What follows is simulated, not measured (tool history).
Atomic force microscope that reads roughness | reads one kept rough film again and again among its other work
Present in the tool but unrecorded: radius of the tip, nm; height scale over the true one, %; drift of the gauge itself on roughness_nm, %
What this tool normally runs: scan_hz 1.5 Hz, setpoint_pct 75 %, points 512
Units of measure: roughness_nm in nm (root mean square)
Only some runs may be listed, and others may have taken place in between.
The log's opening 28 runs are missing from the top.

| run | hour | scan_hz | setpoint_pct | points | pictures with this tip | hours of work since the height scale was calibrated | roughness_nm |
|---|---|---|---|---|---|---|---|
| 29 | 584.8 | 2.55 | 62 | 563 | 151 | 182 | 3.072 |
| 30 | 608.4 | 2.24 | 67 | 512 | 180 | 199 | 2.987 |
| 31 | 621.9 | 1.5 | 55 | 722 | 197 | 208 | 3.237 |
| 32 | 643.8 | 2.82 | 75 | 512 | 225 | 224 | 2.614 |
|  | 655.6 | new tip fitted |
| 33 | 662.3 | 3.29 | 77 | 347 | 8 | 237 | 2.871 |
| 34 | 689.2 | 3.29 | 77 | 347 | 42 | 255 | 2.81 |
| 35 | 716 | 3.62 | 72 | 458 | 75 | 274 | 2.875 |
| 36 | 744.1 | 3.62 | 76 | 613 | 110 | 294 | 2.68 |
| 37 | 772.1 | 3.62 | 76 | 613 | 145 | 314 | 2.614 |
| 38 | 786 | 0.88 | 85 | 617 | 163 | 324 | 3.029 |
| 39 | 803.5 | 1.48 | 90 | 597 | 184 | 336 | 2.671 |
| 40 | 828.6 | 1.5 | 63 | 512 | 216 | 354 | 3.098 |

5 options for the next run, each taken on its own from the tool as it stands now. Forecast them:
| A | 843.9 | 1.5 | 63 | 814 | 235 | 364 | ? |
| B | 843.9 | 2.25 | 87 | 706 | 235 | 364 | ? |
| C | 843.9 | 1.24 | 75 | 631 | 235 | 364 | ? |
| D | 843.9 | 3.23 | 75 | 815 | 235 | 364 | ? |
| E | 843.9 | 2.61 | 56 | 277 | 235 | 364 | ? |

| run | roughness_nm |
|---|---|
| A | 3.075 |
| B | 2.427 |
| C | 2.934 |
| D | 2.539 |
| E | 3.039 |
Without the tool's unlogged condition, the same runs would have read:
| run | roughness_nm |
|---|---|
| A | 3.61 |
| B | 2.848 |
| C | 3.443 |
| D | 2.98 |
| E | 3.567 |
